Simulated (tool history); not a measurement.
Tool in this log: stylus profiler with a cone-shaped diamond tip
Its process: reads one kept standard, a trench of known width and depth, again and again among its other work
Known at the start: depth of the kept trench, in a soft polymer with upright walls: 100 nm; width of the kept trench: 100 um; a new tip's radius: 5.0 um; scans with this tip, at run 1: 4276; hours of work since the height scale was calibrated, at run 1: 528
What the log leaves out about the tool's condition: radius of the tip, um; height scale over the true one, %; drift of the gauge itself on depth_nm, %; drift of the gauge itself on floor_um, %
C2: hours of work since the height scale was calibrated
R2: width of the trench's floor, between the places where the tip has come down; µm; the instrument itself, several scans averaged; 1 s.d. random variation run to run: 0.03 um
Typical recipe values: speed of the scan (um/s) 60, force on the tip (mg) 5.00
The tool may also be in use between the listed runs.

run 1 hour=0.0 | speed_of_the_scan_(um/s)=60 force_on_the_tip_(mg)=5.00 | scans_with_this_tip=4276 C2=528 | depth_of_the_trench_(Å)=1019.1 R2=97.71
run 2 hour=25.5 | speed_of_the_scan_(um/s)=60 force_on_the_tip_(mg)=5.00 | scans_with_this_tip=4398 C2=543 | depth_of_the_trench_(Å)=1020.4 R2=97.75
run 3 hour=48.7 | speed_of_the_scan_(um/s)=60 force_on_the_tip_(mg)=5.00 | scans_with_this_tip=4508 C2=556 | depth_of_the_trench_(Å)=1019.6 R2=97.69
run 4 hour=80.9 | speed_of_the_scan_(um/s)=60 force_on_the_tip_(mg)=5.00 | scans_with_this_tip=4661 C2=575 | depth_of_the_trench_(Å)=1020.1 R2=97.72
run 5 hour=103.6 | speed_of_the_scan_(um/s)=60 force_on_the_tip_(mg)=5.00 | scans_with_this_tip=4769 C2=588 | depth_of_the_trench_(Å)=1020.2 R2=97.73
run 6 hour=122.5 | speed_of_the_scan_(um/s)=60 force_on_the_tip_(mg)=5.00 | scans_with_this_tip=4858 C2=599 | depth_of_the_trench_(Å)=1019.3 R2=97.68
run 7 hour=155.1 | speed_of_the_scan_(um/s)=60 force_on_the_tip_(mg)=5.00 | scans_with_this_tip=5013 C2=619 | depth_of_the_trench_(Å)=1019.0 R2=97.68
run 8 hour=182.2 | speed_of_the_scan_(um/s)=60 force_on_the_tip_(mg)=5.00 | scans_with_this_tip=5142 C2=634 | depth_of_the_trench_(Å)=1019.9 R2=97.64
run 9 hour=201.6 | speed_of_the_scan_(um/s)=60 force_on_the_tip_(mg)=5.00 | scans_with_this_tip=5234 C2=646 | depth_of_the_trench_(Å)=1019.6 R2=97.66
run 10 hour=225.0 | speed_of_the_scan_(um/s)=60 force_on_the_tip_(mg)=5.00 | scans_with_this_tip=5345 C2=660 | depth_of_the_trench_(Å)=1019.8 R2=97.72
run 11 hour=246.3 | speed_of_the_scan_(um/s)=60 force_on_the_tip_(mg)=5.00 | scans_with_this_tip=5447 C2=672 | depth_of_the_trench_(Å)=1019.4 R2=97.73
run 12 hour=264.1 | speed_of_the_scan_(um/s)=15 force_on_the_tip_(mg)=5.00 | scans_with_this_tip=5531 C2=682 | depth_of_the_trench_(Å)=1018.5 R2=97.74
run 13 hour=284.8 | speed_of_the_scan_(um/s)=15 force_on_the_tip_(mg)=5.00 | scans_with_this_tip=5630 C2=695 | depth_of_the_trench_(Å)=1019.4 R2=97.67
run 14 hour=302.6 | speed_of_the_scan_(um/s)=15 force_on_the_tip_(mg)=5.00 | scans_with_this_tip=5714 C2=705 | depth_of_the_trench_(Å)=1019.3 R2=97.69
run 15 hour=318.9 | speed_of_the_scan_(um/s)=15 force_on_the_tip_(mg)=5.00 | scans_with_this_tip=5792 C2=715 | depth_of_the_trench_(Å)=1018.6 R2=97.66
run 16 hour=340.1 | speed_of_the_scan_(um/s)=15 force_on_the_tip_(mg)=5.00 | scans_with_this_tip=5892 C2=727 | depth_of_the_trench_(Å)=1020.4 R2=97.71
run 17 hour=369.2 | speed_of_the_scan_(um/s)=60 force_on_the_tip_(mg)=5.00 | scans_with_this_tip=6031 C2=744 | depth_of_the_trench_(Å)=1020.1 R2=97.63
run 18 hour=395.8 | speed_of_the_scan_(um/s)=60 force_on_the_tip_(mg)=5.06 | scans_with_this_tip=6158 C2=760 | depth_of_the_trench_(Å)=1019.0 R2=97.63
run 19 hour=420.2 | speed_of_the_scan_(um/s)=60 force_on_the_tip_(mg)=5.06 | scans_with_this_tip=6273 C2=774 | depth_of_the_trench_(Å)=1018.6 R2=97.64
run 20 hour=443.1 | speed_of_the_scan_(um/s)=60 force_on_the_tip_(mg)=6.96 | scans_with_this_tip=6382 C2=787 | depth_of_the_trench_(Å)=1024.7 R2=97.66
run 21 hour=475.5 | speed_of_the_scan_(um/s)=110 force_on_the_tip_(mg)=10.55 | scans_with_this_tip=6536 C2=806 | depth_of_the_trench_(Å)=1033.1 R2=97.66
run 22 hour=507.0 | speed_of_the_scan_(um/s)=35 force_on_the_tip_(mg)=3.63 | scans_with_this_tip=6686 C2=825 | depth_of_the_trench_(Å)=1015.4 R2=97.63
run 23 hour=541.1 | speed_of_the_scan_(um/s)=60 force_on_the_tip_(mg)=10.10 | scans_with_this_tip=6848 C2=845 | depth_of_the_trench_(Å)=1031.9 R2=97.59
run 24 hour=572.4 | speed_of_the_scan_(um/s)=25 force_on_the_tip_(mg)=7.71 | scans_with_this_tip=6997 C2=863 | depth_of_the_trench_(Å)=1026.7 R2=97.60
run 25 hour=593.8 | speed_of_the_scan_(um/s)=30 force_on_the_tip_(mg)=2.16 | scans_with_this_tip=7098 C2=876 | depth_of_the_trench_(Å)=1010.0 R2=97.56
run 26 hour=627.7 | speed_of_the_scan_(um/s)=22 force_on_the_tip_(mg)=5.33 | scans_with_this_tip=7259 C2=896 | depth_of_the_trench_(Å)=1020.7 R2=97.67
run 27 hour=659.8 | speed_of_the_scan_(um/s)=56 force_on_the_tip_(mg)=5.00 | scans_with_this_tip=7412 C2=915 | depth_of_the_trench_(Å)=1019.1 R2=97.58
run 28 hour=682.7 | speed_of_the_scan_(um/s)=39 force_on_the_tip_(mg)=2.97 | scans_with_this_tip=7521 C2=928 | depth_of_the_trench_(Å)=1012.6 R2=97.67
run 29 hour=713.6 | speed_of_the_scan_(um/s)=165 force_on_the_tip_(mg)=5.88 | scans_with_this_tip=7668 C2=946 | depth_of_the_trench_(Å)=1022.3 R2=97.49
run 30 hour=739.5 | speed_of_the_scan_(um/s)=152 force_on_the_tip_(mg)=5.14 | scans_with_this_tip=7791 C2=961 | depth_of_the_trench_(Å)=1020.1 R2=97.47
run 31 hour=768.2 | speed_of_the_scan_(um/s)=152 force_on_the_tip_(mg)=5.14 | scans_with_this_tip=7927 C2=978 | depth_of_the_trench_(Å)=1020.5 R2=97.44
run 32 hour=788.4 | speed_of_the_scan_(um/s)=113 force_on_the_tip_(mg)=2.36 | scans_with_this_tip=8023 C2=990 | depth_of_the_trench_(Å)=1010.6 R2=97.40
run 33 hour=822.3 | speed_of_the_scan_(um/s)=60 force_on_the_tip_(mg)=4.34 | scans_with_this_tip=8184 C2=1010 | depth_of_the_trench_(Å)=1017.4 R2=97.57
run 34 hour=837.3 | speed_of_the_scan_(um/s)=16 force_on_the_tip_(mg)=7.05 | scans_with_this_tip=8256 C2=1019 | depth_of_the_trench_(Å)=1024.2 R2=97.59
run 35 hour=871.3 | speed_of_the_scan_(um/s)=219 force_on_the_tip_(mg)=4.83 | scans_with_this_tip=8417 C2=1039 | depth_of_the_trench_(Å)=1018.7 R2=97.31
run 36 hour=901.1 | speed_of_the_scan_(um/s)=112 force_on_the_tip_(mg)=2.53 | scans_with_this_tip=8559 C2=1056 | depth_of_the_trench_(Å)=1011.2 R2=97.41

Same runs, no hidden state in the tool, same run-to-run variation:
run=1 depth_of_the_trench_(Å)=1020.6 R2=97.93
run=2 depth_of_the_trench_(Å)=1021.9 R2=97.97
run=3 depth_of_the_trench_(Å)=1021.2 R2=97.92
run=4 depth_of_the_trench_(Å)=1021.7 R2=97.95
run=5 depth_of_the_trench_(Å)=1021.8 R2=97.97
run=6 depth_of_the_trench_(Å)=1021.0 R2=97.93
run=7 depth_of_the_trench_(Å)=1020.6 R2=97.93
run=8 depth_of_the_trench_(Å)=1021.6 R2=97.90
run=9 depth_of_the_trench_(Å)=1021.3 R2=97.92
run=10 depth_of_the_trench_(Å)=1021.5 R2=97.99
run=11 depth_of_the_trench_(Å)=1021.2 R2=98.00
run=12 depth_of_the_trench_(Å)=1020.3 R2=98.02
run=13 depth_of_the_trench_(Å)=1021.2 R2=97.95
run=14 depth_of_the_trench_(Å)=1021.1 R2=97.98
run=15 depth_of_the_trench_(Å)=1020.5 R2=97.95
run=16 depth_of_the_trench_(Å)=1022.3 R2=98.00
run=17 depth_of_the_trench_(Å)=1022.0 R2=97.93
run=18 depth_of_the_trench_(Å)=1021.0 R2=97.94
run=19 depth_of_the_trench_(Å)=1020.6 R2=97.95
run=20 depth_of_the_trench_(Å)=1026.7 R2=97.97
run=21 depth_of_the_trench_(Å)=1035.2 R2=97.98
run=22 depth_of_the_trench_(Å)=1017.5 R2=97.95
run=23 depth_of_the_trench_(Å)=1034.0 R2=97.92
run=24 depth_of_the_trench_(Å)=1028.8 R2=97.94
run=25 depth_of_the_trench_(Å)=1012.1 R2=97.90
run=26 depth_of_the_trench_(Å)=1022.9 R2=98.02
run=27 depth_of_the_trench_(Å)=1021.3 R2=97.93
run=28 depth_of_the_trench_(Å)=1014.8 R2=98.03
run=29 depth_of_the_trench_(Å)=1024.6 R2=97.86
run=30 depth_of_the_trench_(Å)=1022.4 R2=97.85
run=31 depth_of_the_trench_(Å)=1022.8 R2=97.82
run=32 depth_of_the_trench_(Å)=1013.0 R2=97.78
run=33 depth_of_the_trench_(Å)=1019.8 R2=97.96
run=34 depth_of_the_trench_(Å)=1026.6 R2=97.98
run=35 depth_of_the_trench_(Å)=1021.2 R2=97.71
run=36 depth_of_the_trench_(Å)=1013.7 R2=97.82
